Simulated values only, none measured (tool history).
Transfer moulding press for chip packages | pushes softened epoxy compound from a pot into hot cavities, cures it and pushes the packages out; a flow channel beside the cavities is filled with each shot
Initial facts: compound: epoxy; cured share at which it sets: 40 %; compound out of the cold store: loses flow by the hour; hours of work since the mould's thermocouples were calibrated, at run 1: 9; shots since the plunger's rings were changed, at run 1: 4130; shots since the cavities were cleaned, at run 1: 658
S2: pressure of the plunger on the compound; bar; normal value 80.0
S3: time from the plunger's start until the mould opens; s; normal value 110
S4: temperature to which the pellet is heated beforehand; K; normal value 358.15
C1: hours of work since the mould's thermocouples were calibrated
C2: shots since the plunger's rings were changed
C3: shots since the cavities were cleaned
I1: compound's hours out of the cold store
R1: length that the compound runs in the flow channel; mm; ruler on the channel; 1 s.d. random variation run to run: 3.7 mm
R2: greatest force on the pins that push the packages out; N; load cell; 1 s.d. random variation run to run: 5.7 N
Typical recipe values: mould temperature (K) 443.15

run 1 hour=0.0 | mould_temperature_(K)=443.15 S2=80.0 S3=110 S4=358.15 | C1=9 C2=4130 C3=658 | I1=17.7 | R1=902 R2=310
-- hour=14.6 cavities cleaned with cleaning compound and waxed
run 2 hour=14.6 | mould_temperature_(K)=443.15 S2=80.0 S3=110 S4=358.15 | C1=17 C2=4274 C3=0 | I1=42.5 | R1=849 R2=346
-- hour=21.9 plunger's sealing rings changed
run 3 hour=27.2 | mould_temperature_(K)=443.15 S2=80.0 S3=110 S4=358.15 | C1=24 C2=58 C3=112 | I1=37.7 | R1=914 R2=352
-- hour=42.6 cavities cleaned with cleaning compound and waxed, once more
run 4 hour=43.9 | mould_temperature_(K)=443.15 S2=80.0 S3=110 S4=358.15 | C1=33 C2=226 C3=15 | I1=19.0 | R1=954 R2=214
run 5 hour=52.2 | mould_temperature_(K)=443.15 S2=83.2 S3=110 S4=358.15 | C1=39 C2=316 C3=105 | I1=38.0 | R1=931 R2=236
run 6 hour=59.0 | mould_temperature_(K)=443.15 S2=83.2 S3=110 S4=358.15 | C1=43 C2=391 C3=180 | I1=43.6 | R1=918 R2=246
run 7 hour=68.9 | mould_temperature_(K)=443.15 S2=83.2 S3=110 S4=358.15 | C1=49 C2=501 C3=290 | I1=39.8 | R1=922 R2=270
run 8 hour=82.2 | mould_temperature_(K)=443.15 S2=80.0 S3=110 S4=358.15 | C1=57 C2=648 C3=437 | I1=24.8 | R1=937 R2=296
run 9 hour=91.8 | mould_temperature_(K)=443.15 S2=80.0 S3=110 S4=358.15 | C1=63 C2=753 C3=542 | I1=32.8 | R1=916 R2=303
run 10 hour=108.3 | mould_temperature_(K)=451.15 S2=80.0 S3=127 S4=358.15 | C1=74 C2=935 C3=724 | I1=28.2 | R1=893 R2=277
-- hour=117.3 cavities cleaned with cleaning compound and waxed
run 11 hour=126.5 | mould_temperature_(K)=443.15 S2=80.0 S3=110 S4=358.15 | C1=84 C2=1119 C3=102 | I1=26.3 | R1=925 R2=233
run 12 hour=134.5 | mould_temperature_(K)=443.15 S2=80.0 S3=110 S4=358.15 | C1=89 C2=1207 C3=190 | I1=20.9 | R1=938 R2=247
run 13 hour=142.4 | mould_temperature_(K)=443.15 S2=82.7 S3=145 S4=358.15 | C1=94 C2=1294 C3=277 | I1=25.2 | R1=937 R2=252
run 14 hour=150.6 | mould_temperature_(K)=443.15 S2=86.5 S3=99 S4=358.15 | C1=99 C2=1384 C3=367 | I1=25.0 | R1=967 R2=335
run 15 hour=158.6 | mould_temperature_(K)=443.15 S2=86.5 S3=99 S4=358.15 | C1=104 C2=1473 C3=456 | I1=26.8 | R1=959 R2=329

Below are 4 alternative next runs, each starting from the tool's condition after run 15. Predict each:
run A hour=169.5 | mould_temperature_(K)=437.15 S2=78.7 S3=99 S4=357.15 | C1=111 C2=1592 C3=575 | I1=24.1 | R1=? R2=?
run B hour=169.5 | mould_temperature_(K)=445.15 S2=86.5 S3=99 S4=359.15 | C1=111 C2=1592 C3=575 | I1=19.3 | R1=? R2=?
run C hour=169.5 | mould_temperature_(K)=444.15 S2=80.0 S3=98 S4=348.15 | C1=111 C2=1592 C3=575 | I1=39.4 | R1=? R2=?
run D hour=169.5 | mould_temperature_(K)=443.15 S2=84.4 S3=110 S4=358.15 | C1=111 C2=1592 C3=575 | I1=34.9 | R1=? R2=?

run=A R1=941 R2=528
run=B R1=961 R2=323
run=C R1=888 R2=348
run=D R1=925 R2=319
The same runs, with their run-to-run variation unchanged, on a tool lacking any hidden condition would have given:
run=A R1=966 R2=345
run=B R1=986 R2=211
run=C R1=911 R2=226
run=D R1=949 R2=205

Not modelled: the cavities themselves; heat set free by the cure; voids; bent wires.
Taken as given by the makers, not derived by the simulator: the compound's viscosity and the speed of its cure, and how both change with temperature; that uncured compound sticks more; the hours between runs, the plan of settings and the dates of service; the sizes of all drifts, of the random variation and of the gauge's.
